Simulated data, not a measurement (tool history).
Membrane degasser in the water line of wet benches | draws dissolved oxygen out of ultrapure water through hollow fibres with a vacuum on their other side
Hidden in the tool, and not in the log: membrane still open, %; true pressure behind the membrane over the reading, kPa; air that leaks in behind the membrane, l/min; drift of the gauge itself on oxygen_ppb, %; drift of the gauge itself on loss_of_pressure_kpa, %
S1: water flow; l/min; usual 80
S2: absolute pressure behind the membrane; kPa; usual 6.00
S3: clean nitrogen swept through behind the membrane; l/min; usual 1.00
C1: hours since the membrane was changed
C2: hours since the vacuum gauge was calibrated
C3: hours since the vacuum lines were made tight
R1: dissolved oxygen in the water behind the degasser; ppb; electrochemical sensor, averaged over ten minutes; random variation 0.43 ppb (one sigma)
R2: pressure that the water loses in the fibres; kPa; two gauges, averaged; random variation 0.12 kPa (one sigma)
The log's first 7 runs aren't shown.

run,hour,S1,S2,S3,C1,C2,C3,R1,R2
8,388.2,80,6.00,1.00,1171,2010,2728,372.2,35.12
9,466.8,80,6.00,1.00,1250,2088,2807,371.6,35.06
10,532.2,80,6.00,1.00,1315,2154,2872,371.3,35.18
11,610.8,80,6.00,1.00,1394,2232,2951,372.0,35.41
12,662.1,80,6.00,1.00,1445,2283,3002,372.7,35.42
13,726.5,80,6.00,1.00,1509,2348,3067,372.1,35.10
14,803.1,80,6.00,1.62,1586,2424,3143,268.0,35.15
15,888.8,80,6.00,1.00,1672,2510,3229,373.2,35.30
16,968.6,80,6.00,1.00,1751,2590,3309,372.8,35.26
17,1030.4,80,6.00,1.00,1813,2652,3371,372.9,35.29
18,1096.7,64,4.13,1.47,1880,2718,3437,84.2,28.42
19,1144.6,108,6.00,0.77,1927,2766,3485,540.7,47.87
20,1226.1,108,6.00,0.77,2009,2847,3566,541.2,47.83
21,1291.8,103,6.00,1.97,2075,2913,3632,300.0,45.59
22,1368.7,98,14.95,1.00,2151,2990,3709,1575.5,43.27
# hour 1376.0: vacuum gauge calibrated
23,1426.5,102,14.95,0.68,2209,51,3766,1972.4,45.00
24,1507.4,102,14.95,0.68,2290,131,3847,1975.1,45.09
# hour 1526.8: vacuum gauge calibrated, once more
25,1554.6,105,9.82,0.59,2336,28,3894,1304.5,46.45
26,1624.6,105,9.82,0.59,2406,98,3964,1303.1,46.62
27,1670.9,105,9.82,0.59,2453,144,4010,1305.2,46.71
28,1742.8,105,9.82,0.59,2525,216,4082,1303.1,46.41
29,1785.0,105,9.82,0.59,2567,258,4124,1304.5,46.15
30,1842.8,117,9.82,0.64,2625,316,4182,1337.8,51.54
31,1921.1,117,9.82,0.64,2703,394,4260,1335.7,51.70
32,1969.0,84,14.59,2.06,2751,442,4308,862.7,37.37

Forecast each of these 3 alternatives for the next run:
A,2036.3,80,5.94,2.32,2818,509,4375,?,?
B,2036.3,96,6.79,0.53,2818,509,4375,?,?
C,2036.3,55,3.60,0.73,2818,509,4375,?,?

run,R1,R2
A,203.6,35.59
B,751.0,42.61
C,59.2,24.40
Without the tool's hidden state the same runs would have given:
run,R1,R2
A,198.5,35.16
B,744.7,42.09
C,51.7,24.10
